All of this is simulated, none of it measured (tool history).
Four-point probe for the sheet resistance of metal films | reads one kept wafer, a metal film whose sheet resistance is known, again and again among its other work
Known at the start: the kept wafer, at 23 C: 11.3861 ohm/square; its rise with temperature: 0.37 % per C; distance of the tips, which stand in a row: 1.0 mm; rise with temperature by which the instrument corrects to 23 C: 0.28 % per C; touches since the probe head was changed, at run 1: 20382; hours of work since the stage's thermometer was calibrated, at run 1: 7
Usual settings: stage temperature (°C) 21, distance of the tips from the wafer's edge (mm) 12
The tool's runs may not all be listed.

run  hour  stage temperature (°C)  distance of the tips from the wafer's edge (mm)  touches since the probe head was changed  hours of work since the stage's thermometer was calibrated  sheet resistance as the instrument gives it (ohm/square)
  1   0.0                      21                                               12                                     20382                                                           7                                                 11.350840
  2   8.4                      21                                               12                                     20899                                                          13                                                 11.349238
  3  16.9                      34                                               12                                     21417                                                          20                                                 11.483686
  4  30.5                      21                                               12                                     22252                                                          30                                                 11.345963
  5  39.7                      31                                               12                                     22813                                                          37                                                 11.453373
  6  50.3                      18                                               12                                     23464                                                          45                                                 11.312673
  7  64.3                      18                                               12                                     24323                                                          56                                                 11.316519
  8  78.2                      18                                               20                                     25176                                                          67                                                 11.284277
  9  86.0                      18                                               20                                     25654                                                          73                                                 11.284785
 10  95.5                      29                                                6                                     26236                                                          80                                                 11.552580

Some steps in sheet resistance as the instrument gives it (ohm/square) between neighbouring runs. How much of each would the tool show without its hidden state too (settings, what came in, random variation), and how much is left for the hidden state, with any gauge scatter that isn't in both results?
The hidden state here: inner tips' distance over the nominal, %; tips' flats over new ones', %; wafer's true temperature over the reading, C; drift of the gauge itself on sheet_ohm, %.
Run 9 -> 10: stage temperature (°C) 18 -> 29, distance of the tips from the wafer's edge (mm) 20 -> 6. sheet resistance as the instrument gives it (ohm/square) +0.267795: hidden state -0.001972, all else +0.269767.

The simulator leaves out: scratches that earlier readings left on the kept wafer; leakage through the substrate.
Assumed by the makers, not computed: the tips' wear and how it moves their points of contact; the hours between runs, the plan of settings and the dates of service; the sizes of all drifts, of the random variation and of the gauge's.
